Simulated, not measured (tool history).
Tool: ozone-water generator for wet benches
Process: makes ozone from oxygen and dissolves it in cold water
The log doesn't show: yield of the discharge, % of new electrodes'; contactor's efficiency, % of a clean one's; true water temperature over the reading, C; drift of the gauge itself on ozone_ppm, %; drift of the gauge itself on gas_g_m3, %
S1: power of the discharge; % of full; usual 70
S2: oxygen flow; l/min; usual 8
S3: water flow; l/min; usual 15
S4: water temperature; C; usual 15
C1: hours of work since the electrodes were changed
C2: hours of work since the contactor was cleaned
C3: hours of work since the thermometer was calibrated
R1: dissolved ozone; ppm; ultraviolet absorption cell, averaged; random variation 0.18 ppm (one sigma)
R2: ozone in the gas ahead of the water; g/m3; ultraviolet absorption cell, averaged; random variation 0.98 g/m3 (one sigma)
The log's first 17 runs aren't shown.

run    hour  S1     S2  S3  S4    C1    C2    C3    R1     R2
 18  1085.6  70      8  13  15  2967  2234  3491  23.6  152.9
 19  1184.1  64   5.17  15  21  3061  2328  3585  19.4    188
 20  1235.2  50   4.86  20  12  3110  2377  3633  14.3  157.3
 21  1287.3  70  13.71  15  15  3160  2427  3683  18.3  108.6
 22  1328.8  70  13.71  16  15  3200  2466  3723  17.6  108.4
 23  1415.8  97      8  15  15  3283  2549  3806  28.3  198.6
     1428.9  -- contactor cleaned
 24  1473.6  57  14.23  18  13  3334    43  3857  13.5   88.6
 25  1536.7  57  14.23  18  13  3394   103  3917  13.8     88
 26  1638.7  57  14.23  18  13  3492   200  4015  13.6   87.9
 27  1706.9  57  14.23  13  13  3557   265  4080  16.6   87.4
 28  1755.5  47  14.23  13  10  3603   312  4126    15   74.7
     1855.3  -- contactor cleaned, once more
 29  1855.3  47  14.23  13  10  3694     0  4218  15.7   73.9
 30  1941.3  47  14.23  13  10  3776    82  4300  15.7   73.9
 31  2012.2  47  14.23  13  10  3844   150  4367  15.8   75.6
 32  2109.6  93   4.27  15  23  3937   243  4460  26.2  276.4
 33  2154.1  78   4.64  10  14  3980   285  4503  34.4  224.2
 34  2251.5  49      8  15  21  4073   378  4596  13.9  109.6

Forecast each of these 3 alternatives for the next run:
  A  2306  65   7.69  20  15  4125  430  4648   ?   ?
  B  2306  70  10.36  15  15  4125  430  4648   ?   ?
  C  2306  47   4.71  13  21  4125  430  4648   ?   ?

run    R1     R2
  A  16.3  141.4
  B  19.5  124.9
  C  16.7  147.1
Without the tool's hidden state the same runs would have given:
run    R1     R2
  A  18.7  160.3
  B  22.7  142.8
  C  18.4  160.6
